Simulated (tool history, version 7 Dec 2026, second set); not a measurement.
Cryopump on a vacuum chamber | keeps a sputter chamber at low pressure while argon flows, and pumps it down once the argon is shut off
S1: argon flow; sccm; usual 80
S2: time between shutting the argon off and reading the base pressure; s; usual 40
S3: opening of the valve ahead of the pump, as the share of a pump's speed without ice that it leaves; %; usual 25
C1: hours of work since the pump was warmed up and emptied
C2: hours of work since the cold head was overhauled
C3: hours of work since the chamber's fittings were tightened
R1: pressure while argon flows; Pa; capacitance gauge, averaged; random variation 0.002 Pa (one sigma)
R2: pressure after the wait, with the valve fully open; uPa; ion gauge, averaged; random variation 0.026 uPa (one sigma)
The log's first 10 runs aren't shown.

run   hour  S1   S2  S3   C1    C2    C3      R1    R2
 11  354.2  80   40  20  387   960  1391  0.6374  3.03
 12  375.4  80   40  20  397   970  1401  0.6357  3.09
 13    403  80   40  26  412   985  1415  0.4968  3.09
 14  421.5  80   40  26  421   994  1425   0.498  3.09
 15  456.2  80   40  25  439  1012  1443  0.5158  3.19
 16  495.4  80   40  25  459  1032  1463  0.5238   3.3
 17  528.6  80   40  25  476  1049  1479  0.5179  3.28
 18  545.9  70  135  29  484  1057  1488  0.3992  2.72
 19  578.2  70  135  29  501  1074  1505  0.3986  2.88
 20  596.2  86  143  25  510  1083  1514  0.5604  2.76
 21  618.8  86  143  25  521  1094  1525  0.5609  2.78
 22  650.4  80  142  42  538  1111  1542  0.3254  2.76
 23  678.6  80  142  42  552  1125  1556   0.329  2.88
     702.1  -- pump warmed up, emptied and cooled again
 24  714.3  80   82  25    6  1141  1572  0.4938   2.5
 25  749.5  52   26  30   24  1159  1590  0.2687   3.4
 26  770.1  81  201  25   35  1169  1600  0.5001  2.35
 27    798  65  146  16   49  1183  1614  0.6296  2.48
 28  817.5  39   68  51   59  1193  1624  0.1197  2.69
 29  840.1  93   95  25   70  1205  1636  0.5748   2.6
 30  871.2  64  127  25   86  1221  1652  0.3978  2.49
 31  894.6  64  127  25   98  1233  1663  0.3979  2.55
 32  936.6  64  127  25  119  1254  1685  0.3995  2.65
 33  974.1  70  175  16  139  1273  1704  0.6763  2.58

4 ways to go on from here, each from the tool as it stands after run 33. What would each give?
  A  1017.2   39   50  18  161  1295  1726   ?   ?
  B  1017.2   99   26  38  161  1295  1726   ?   ?
  C  1017.2  111  105  19  161  1295  1726   ?   ?
  D  1017.2   42   23  23  161  1295  1726   ?   ?

run      R1    R2
  A  0.3362   3.1
  B  0.4129  3.78
  C  0.9131  2.68
  D  0.2863   3.9
Without the tool's hidden state the same runs would have given:
run      R1    R2
  A   0.331  0.95
  B  0.3996  1.59
  C  0.8982  0.57
  D  0.2806  1.76
